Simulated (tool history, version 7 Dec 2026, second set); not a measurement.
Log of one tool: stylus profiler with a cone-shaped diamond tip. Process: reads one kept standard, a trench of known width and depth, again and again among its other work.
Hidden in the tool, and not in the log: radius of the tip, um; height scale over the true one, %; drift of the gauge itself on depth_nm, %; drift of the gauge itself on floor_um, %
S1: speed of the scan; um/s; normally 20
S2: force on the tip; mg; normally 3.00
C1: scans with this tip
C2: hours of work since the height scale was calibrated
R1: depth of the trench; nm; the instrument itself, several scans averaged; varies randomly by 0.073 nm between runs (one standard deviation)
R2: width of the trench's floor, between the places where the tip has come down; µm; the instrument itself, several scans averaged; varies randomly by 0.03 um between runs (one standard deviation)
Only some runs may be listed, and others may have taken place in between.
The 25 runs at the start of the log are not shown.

run,hour,S1,S2,C1,C2,R1,R2
26,311.0,19,2.02,3212,441,201.94,26.68
# hour 312.4: height scale calibrated on a step standard
27,319.2,15,1.42,3246,4,201.62,26.71
28,336.1,41,2.68,3322,14,202.36,26.64
# hour 338.3: height scale calibrated on a step standard, once more
29,348.6,43,1.21,3375,6,201.12,26.52
30,363.4,42,1.93,3440,15,201.63,26.57
31,373.1,42,1.93,3484,21,201.66,26.58
32,390.1,10,1.60,3559,32,201.35,26.68
33,399.8,16,1.52,3602,38,201.29,26.69
34,417.6,72,3.86,3681,48,202.65,26.47
35,427.6,77,1.26,3726,54,201.22,26.37
36,438.6,67,1.28,3775,61,201.16,26.32
37,452.7,9,2.27,3837,70,201.81,26.67
38,466.9,20,1.64,3900,78,201.52,26.55
39,475.4,31,3.63,3938,84,202.47,26.57
40,484.4,8,1.56,3978,89,201.42,26.63
41,498.0,8,1.56,4038,97,201.40,26.62
42,509.8,15,1.18,4091,105,201.16,26.54
43,518.7,17,1.65,4131,110,201.55,26.55

Branching from run 43: 3 alternative next runs. What would each branch give?
A,532.0,6,6.97,4190,118,?,?
B,532.0,7,2.96,4190,118,?,?
C,532.0,6,4.66,4190,118,?,?

run,R1,R2
A,203.79,26.60
B,202.12,26.61
C,202.95,26.58
Stripped of hidden state, with their random variation kept, the same runs would have yielded:
run,R1,R2
A,203.87,27.17
B,202.19,27.18
C,203.02,27.15

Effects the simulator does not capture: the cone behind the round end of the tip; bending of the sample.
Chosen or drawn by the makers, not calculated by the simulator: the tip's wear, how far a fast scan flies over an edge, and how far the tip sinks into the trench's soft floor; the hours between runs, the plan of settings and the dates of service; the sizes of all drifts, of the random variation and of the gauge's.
